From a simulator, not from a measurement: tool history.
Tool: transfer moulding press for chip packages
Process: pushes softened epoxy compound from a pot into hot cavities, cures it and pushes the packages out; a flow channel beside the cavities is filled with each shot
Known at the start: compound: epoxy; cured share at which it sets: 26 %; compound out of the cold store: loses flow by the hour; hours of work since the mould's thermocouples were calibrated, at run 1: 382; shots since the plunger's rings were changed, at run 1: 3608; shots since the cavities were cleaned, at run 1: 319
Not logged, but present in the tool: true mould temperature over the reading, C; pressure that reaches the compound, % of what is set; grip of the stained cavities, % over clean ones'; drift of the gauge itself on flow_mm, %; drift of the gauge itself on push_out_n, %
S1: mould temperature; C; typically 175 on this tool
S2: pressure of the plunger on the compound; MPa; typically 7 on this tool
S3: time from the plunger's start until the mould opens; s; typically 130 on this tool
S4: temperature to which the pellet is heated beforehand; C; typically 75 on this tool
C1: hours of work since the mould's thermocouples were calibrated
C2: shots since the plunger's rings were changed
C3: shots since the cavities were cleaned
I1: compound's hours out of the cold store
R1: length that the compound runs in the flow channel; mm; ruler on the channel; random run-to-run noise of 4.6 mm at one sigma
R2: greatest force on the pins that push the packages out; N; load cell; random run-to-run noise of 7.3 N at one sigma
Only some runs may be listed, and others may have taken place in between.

run 1 hour=0 | S1=175 S2=7 S3=130 S4=75 | C1=382 C2=3608 C3=319 | I1=43.8 | R1=418 R2=401
run 2 hour=34.9 | S1=175 S2=7 S3=130 S4=75 | C1=406 C2=3943 C3=654 | I1=39.3 | R1=415 R2=464
-- hour=67.6 mould's thermocouples calibrated
-- hour=69.1 cavities cleaned with cleaning compound and waxed
run 3 hour=77 | S1=175 S2=7 S3=130 S4=75 | C1=5 C2=4313 C3=75 | I1=16.7 | R1=481 R2=351
run 4 hour=118.7 | S1=175 S2=7 S3=170 S4=75 | C1=35 C2=4714 C3=476 | I1=30.2 | R1=439 R2=362
-- hour=171.7 cavities cleaned with cleaning compound and waxed
run 5 hour=172.3 | S1=175 S2=7 S3=170 S4=75 | C1=71 C2=5215 C3=5 | I1=14.8 | R1=469 R2=261
run 6 hour=225.5 | S1=175 S2=7 S3=170 S4=71 | C1=108 C2=5726 C3=516 | I1=28.6 | R1=424 R2=357
run 7 hour=250.7 | S1=175 S2=7 S3=130 S4=75 | C1=126 C2=5968 C3=758 | I1=23.4 | R1=444 R2=480
-- hour=271.5 cavities cleaned with cleaning compound and waxed
run 8 hour=304.3 | S1=170 S2=6.21 S3=110 S4=68 | C1=162 C2=6469 C3=315 | I1=29.9 | R1=405 R2=749
-- hour=318.1 plunger's sealing rings changed
run 9 hour=352.9 | S1=175 S2=6.88 S3=130 S4=84 | C1=194 C2=335 C3=758 | I1=43.4 | R1=433 R2=435
-- hour=373.8 cavities cleaned with cleaning compound and waxed
run 10 hour=376.5 | S1=175 S2=7 S3=130 S4=77 | C1=210 C2=548 C3=26 | I1=31.8 | R1=478 R2=318
run 11 hour=413.8 | S1=178 S2=8.16 S3=115 S4=66 | C1=236 C2=905 C3=383 | I1=40.5 | R1=474 R2=426
run 12 hour=445.4 | S1=169 S2=7.89 S3=130 S4=75 | C1=258 C2=1209 C3=687 | I1=32.5 | R1=503 R2=644
-- hour=473.4 cavities cleaned with cleaning compound and waxed
run 13 hour=486.6 | S1=175 S2=8.66 S3=130 S4=75 | C1=286 C2=1591 C3=127 | I1=11.5 | R1=591 R2=355
run 14 hour=527.9 | S1=175 S2=5.82 S3=130 S4=75 | C1=315 C2=1988 C3=524 | I1=33.8 | R1=408 R2=437

How would selected steps in R1 from run to run divide? Give the signed amount a tool lacking its hidden state would still show from settings, what came in and random variation, and the signed amount left for the hidden state, including any gauge scatter that is not in both of the compared results.
Run 8 -> 9: S1 170 -> 175, S2 6.21 -> 6.88, S3 110 -> 130, S4 68 -> 84, plunger's sealing rings changed. R1 +28 mm: hidden state +56, all else -28.
Run 13 -> 14: S2 8.66 -> 5.82. R1 -183 mm: hidden state +3, all else -186.
